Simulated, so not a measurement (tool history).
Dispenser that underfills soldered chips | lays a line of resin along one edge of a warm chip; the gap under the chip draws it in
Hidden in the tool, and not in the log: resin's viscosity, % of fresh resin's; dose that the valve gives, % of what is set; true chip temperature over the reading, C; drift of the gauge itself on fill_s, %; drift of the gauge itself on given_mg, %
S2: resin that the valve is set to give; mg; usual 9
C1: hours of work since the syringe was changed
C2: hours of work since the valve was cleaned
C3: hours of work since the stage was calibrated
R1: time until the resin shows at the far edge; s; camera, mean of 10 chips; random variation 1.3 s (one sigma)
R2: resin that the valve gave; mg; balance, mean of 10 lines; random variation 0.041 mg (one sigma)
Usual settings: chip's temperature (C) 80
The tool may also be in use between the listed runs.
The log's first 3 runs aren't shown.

Run 4, hour 12.5: usual settings; C1 2; C2 4; C3 37. Result: R1 138.4 s, R2 8.94 mg.
Run 5, hour 17.1: usual settings but chip's temperature (C) 68; C1 5; C2 7; C3 40. Result: R1 252.6 s, R2 8.93 mg.
At hour 20.2: new syringe of resin.
Run 6, hour 23.7: usual settings; C1 2; C2 11; C3 44. Result: R1 137.8 s, R2 8.98 mg.
Run 7, hour 28.3: usual settings; C1 5; C2 14; C3 47. Result: R1 155.9 s, R2 8.88 mg.
At hour 31.9: new syringe of resin.
Run 8, hour 33.1: usual settings; C1 1; C2 16; C3 49. Result: R1 128.3 s, R2 8.78 mg.
Run 9, hour 36: usual settings; C1 3; C2 18; C3 51. Result: R1 139.8 s, R2 8.75 mg.
Run 10, hour 40.1: usual settings but chip's temperature (C) 75; C1 5; C2 21; C3 54. Result: R1 191.4 s, R2 8.77 mg.
At hour 43.4: new syringe of resin.
Run 11, hour 45.7: usual settings but chip's temperature (C) 75; C1 1; C2 24; C3 57. Result: R1 165.9 s, R2 8.76 mg.
Run 12, hour 51: usual settings but chip's temperature (C) 95; C1 5; C2 27; C3 60. Result: R1 87.9 s, R2 8.78 mg.
At hour 55: new syringe of resin.
Run 13, hour 55.9: usual settings but chip's temperature (C) 95; C1 1; C2 30; C3 63. Result: R1 72.6 s, R2 8.66 mg.
Run 14, hour 60.5: usual settings but chip's temperature (C) 95; C1 3; C2 33; C3 66. Result: R1 81.7 s, R2 8.71 mg.
Run 15, hour 66: usual settings but chip's temperature (C) 95; C1 7; C2 36; C3 69. Result: R1 94.7 s, R2 8.65 mg.
At hour 66.9: new syringe of resin.
Run 16, hour 72.1: usual settings but chip's temperature (C) 95, S2 10.45 mg; C1 3; C2 40; C3 73. Result: R1 79.6 s, R2 9.97 mg.
At hour 78.3: new syringe of resin.
Run 17, hour 78.3: usual settings but chip's temperature (C) 95, S2 10.45 mg; C1 0; C2 43; C3 76. Result: R1 69.3 s, R2 10.06 mg.
Run 18, hour 82.6: usual settings but chip's temperature (C) 95, S2 10.45 mg; C1 3; C2 46; C3 79. Result: R1 78.7 s, R2 10.1 mg.
Run 19, hour 87.3: usual settings but chip's temperature (C) 95, S2 10.45 mg; C1 6; C2 49; C3 82. Result: R1 87.5 s, R2 9.99 mg.
At hour 90: new syringe of resin.
Run 20, hour 91.8: usual settings but chip's temperature (C) 73, S2 9.75 mg; C1 1; C2 51; C3 84. Result: R1 169.7 s, R2 9.26 mg.
At hour 96.3: dispensing valve cleaned and set on the balance.
Run 21, hour 97.9: usual settings but chip's temperature (C) 73, S2 9.75 mg; C1 4; C2 1; C3 88. Result: R1 196 s, R2 9.79 mg.
At hour 103: new syringe of resin.
Run 22, hour 103.9: usual settings but chip's temperature (C) 72, S2 11.18 mg; C1 1; C2 4; C3 91. Result: R1 170 s, R2 11.18 mg.
Run 23, hour 108.6: usual settings but chip's temperature (C) 72, S2 11.18 mg; C1 3; C2 7; C3 94. Result: R1 199.9 s, R2 11.04 mg.
At hour 114.4: new syringe of resin.
Run 24, hour 115.1: usual settings but chip's temperature (C) 72, S2 11.18 mg; C1 0; C2 11; C3 98. Result: R1 170.2 s, R2 11.09 mg.
Run 25, hour 121.7: usual settings but S2 9.09 mg; C1 4; C2 15; C3 102. Result: R1 145.6 s, R2 8.93 mg.
At hour 125.9: new syringe of resin.
Run 26, hour 127.9: usual settings but S2 9.09 mg; C1 1; C2 19; C3 105. Result: R1 128.7 s, R2 8.94 mg.
Run 27, hour 131: usual settings but S2 10.47 mg; C1 3; C2 21; C3 107. Result: R1 139.7 s, R2 10.25 mg.

Forecast run 28:
Run 28, hour 134.1: usual settings but S2 10.47 mg; C1 5; C2 23; C3 109. Result: R1 ?, R2 ?.

Run 28 gave R1 147.6 s, R2 10.21 mg.
Without the tool's hidden state the same run would have given R1 126.9 s, R2 10.44 mg.
